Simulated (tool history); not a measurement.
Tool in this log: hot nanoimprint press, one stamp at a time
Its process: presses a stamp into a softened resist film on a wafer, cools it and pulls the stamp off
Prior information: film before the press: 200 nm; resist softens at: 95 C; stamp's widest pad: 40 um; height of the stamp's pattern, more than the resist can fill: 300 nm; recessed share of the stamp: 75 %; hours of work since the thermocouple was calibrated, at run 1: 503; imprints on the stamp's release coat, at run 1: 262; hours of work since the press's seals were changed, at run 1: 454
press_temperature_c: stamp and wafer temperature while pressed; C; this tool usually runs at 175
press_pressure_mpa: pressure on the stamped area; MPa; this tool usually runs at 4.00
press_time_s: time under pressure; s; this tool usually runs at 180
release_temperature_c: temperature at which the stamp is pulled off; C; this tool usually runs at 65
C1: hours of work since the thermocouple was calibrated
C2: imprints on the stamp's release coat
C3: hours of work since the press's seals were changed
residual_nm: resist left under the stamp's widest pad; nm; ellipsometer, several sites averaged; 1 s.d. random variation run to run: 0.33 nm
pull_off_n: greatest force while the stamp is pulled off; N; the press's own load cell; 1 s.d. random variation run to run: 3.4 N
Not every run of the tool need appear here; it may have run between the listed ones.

run 1 hour=0.0 | press_temperature_c=175 press_pressure_mpa=4.00 press_time_s=180 release_temperature_c=65 | C1=503 C2=262 C3=454 | residual_nm=113.4 pull_off_n=162
-- hour=11.2 plate thermocouple calibrated
run 2 hour=14.4 | press_temperature_c=175 press_pressure_mpa=4.00 press_time_s=180 release_temperature_c=65 | C1=2 C2=284 C3=460 | residual_nm=116.1 pull_off_n=176
run 3 hour=23.4 | press_temperature_c=175 press_pressure_mpa=4.00 press_time_s=180 release_temperature_c=65 | C1=7 C2=301 C3=465 | residual_nm=116.2 pull_off_n=172
run 4 hour=40.1 | press_temperature_c=175 press_pressure_mpa=4.00 press_time_s=180 release_temperature_c=65 | C1=16 C2=333 C3=475 | residual_nm=115.7 pull_off_n=177
run 5 hour=58.0 | press_temperature_c=175 press_pressure_mpa=4.00 press_time_s=180 release_temperature_c=65 | C1=26 C2=368 C3=485 | residual_nm=116.1 pull_off_n=176
run 6 hour=69.5 | press_temperature_c=175 press_pressure_mpa=4.00 press_time_s=180 release_temperature_c=65 | C1=32 C2=390 C3=491 | residual_nm=115.7 pull_off_n=180
run 7 hour=86.2 | press_temperature_c=175 press_pressure_mpa=3.60 press_time_s=180 release_temperature_c=65 | C1=42 C2=422 C3=500 | residual_nm=121.7 pull_off_n=179
run 8 hour=96.6 | press_temperature_c=175 press_pressure_mpa=3.60 press_time_s=180 release_temperature_c=65 | C1=48 C2=442 C3=506 | residual_nm=121.2 pull_off_n=175
run 9 hour=106.4 | press_temperature_c=175 press_pressure_mpa=3.60 press_time_s=180 release_temperature_c=65 | C1=53 C2=461 C3=512 | residual_nm=120.9 pull_off_n=180
run 10 hour=126.6 | press_temperature_c=175 press_pressure_mpa=3.60 press_time_s=180 release_temperature_c=65 | C1=64 C2=500 C3=523 | residual_nm=121.1 pull_off_n=183
run 11 hour=137.7 | press_temperature_c=175 press_pressure_mpa=4.00 press_time_s=180 release_temperature_c=65 | C1=71 C2=521 C3=529 | residual_nm=116.0 pull_off_n=184
run 12 hour=151.8 | press_temperature_c=175 press_pressure_mpa=4.00 press_time_s=180 release_temperature_c=65 | C1=78 C2=548 C3=537 | residual_nm=116.1 pull_off_n=187
run 13 hour=172.2 | press_temperature_c=175 press_pressure_mpa=4.00 press_time_s=180 release_temperature_c=65 | C1=90 C2=587 C3=548 | residual_nm=116.4 pull_off_n=191
run 14 hour=186.1 | press_temperature_c=175 press_pressure_mpa=4.00 press_time_s=180 release_temperature_c=65 | C1=98 C2=614 C3=556 | residual_nm=116.2 pull_off_n=184
run 15 hour=202.6 | press_temperature_c=166 press_pressure_mpa=4.00 press_time_s=180 release_temperature_c=65 | C1=107 C2=646 C3=565 | residual_nm=137.2 pull_off_n=187
run 16 hour=223.6 | press_temperature_c=175 press_pressure_mpa=4.00 press_time_s=287 release_temperature_c=59 | C1=118 C2=686 C3=577 | residual_nm=99.6 pull_off_n=221
run 17 hour=244.5 | press_temperature_c=174 press_pressure_mpa=4.00 press_time_s=221 release_temperature_c=65 | C1=130 C2=726 C3=589 | residual_nm=110.9 pull_off_n=191
run 18 hour=256.2 | press_temperature_c=175 press_pressure_mpa=4.00 press_time_s=221 release_temperature_c=65 | C1=137 C2=749 C3=595 | residual_nm=108.7 pull_off_n=195
run 19 hour=272.7 | press_temperature_c=172 press_pressure_mpa=2.73 press_time_s=99 release_temperature_c=65 | C1=146 C2=781 C3=604 | residual_nm=159.1 pull_off_n=195
run 20 hour=281.8 | press_temperature_c=172 press_pressure_mpa=2.73 press_time_s=99 release_temperature_c=65 | C1=151 C2=798 C3=609 | residual_nm=159.6 pull_off_n=188
run 21 hour=298.8 | press_temperature_c=172 press_pressure_mpa=2.73 press_time_s=99 release_temperature_c=65 | C1=160 C2=831 C3=619 | residual_nm=159.0 pull_off_n=199
run 22 hour=317.9 | press_temperature_c=175 press_pressure_mpa=4.98 press_time_s=180 release_temperature_c=56 | C1=171 C2=867 C3=630 | residual_nm=105.7 pull_off_n=240
run 23 hour=336.8 | press_temperature_c=173 press_pressure_mpa=4.32 press_time_s=180 release_temperature_c=73 | C1=182 C2=904 C3=640 | residual_nm=116.4 pull_off_n=151
run 24 hour=353.8 | press_temperature_c=181 press_pressure_mpa=4.00 press_time_s=180 release_temperature_c=56 | C1=191 C2=936 C3=650 | residual_nm=103.1 pull_off_n=243
run 25 hour=362.7 | press_temperature_c=175 press_pressure_mpa=2.43 press_time_s=112 release_temperature_c=65 | C1=196 C2=954 C3=655 | residual_nm=154.8 pull_off_n=201
run 26 hour=384.3 | press_temperature_c=175 press_pressure_mpa=2.43 press_time_s=112 release_temperature_c=65 | C1=208 C2=995 C3=667 | residual_nm=154.4 pull_off_n=201

Predict each of these 5 candidate next runs independently; none follows another, all start after run 26:
run A hour=402.4 | press_temperature_c=167 press_pressure_mpa=4.00 press_time_s=268 release_temperature_c=65 | C1=218 C2=1030 C3=677 | residual_nm=? pull_off_n=?
run B hour=402.4 | press_temperature_c=175 press_pressure_mpa=4.00 press_time_s=224 release_temperature_c=65 | C1=218 C2=1030 C3=677 | residual_nm=? pull_off_n=?
run C hour=402.4 | press_temperature_c=175 press_pressure_mpa=6.26 press_time_s=128 release_temperature_c=65 | C1=218 C2=1030 C3=677 | residual_nm=? pull_off_n=?
run D hour=402.4 | press_temperature_c=175 press_pressure_mpa=4.44 press_time_s=112 release_temperature_c=59 | C1=218 C2=1030 C3=677 | residual_nm=? pull_off_n=?
run E hour=402.4 | press_temperature_c=173 press_pressure_mpa=4.18 press_time_s=180 release_temperature_c=73 | C1=218 C2=1030 C3=677 | residual_nm=? pull_off_n=?

run=A residual_nm=121.7 pull_off_n=201
run=B residual_nm=107.8 pull_off_n=194
run=C residual_nm=106.7 pull_off_n=199
run=D residual_nm=127.0 pull_off_n=237
run=E residual_nm=118.3 pull_off_n=167
With the hidden condition removed and each run's random variation left untouched, the same runs would have given:
run=A residual_nm=120.6 pull_off_n=160
run=B residual_nm=106.5 pull_off_n=154
run=C residual_nm=104.2 pull_off_n=158
run=D residual_nm=125.5 pull_off_n=189
run=E residual_nm=117.0 pull_off_n=133
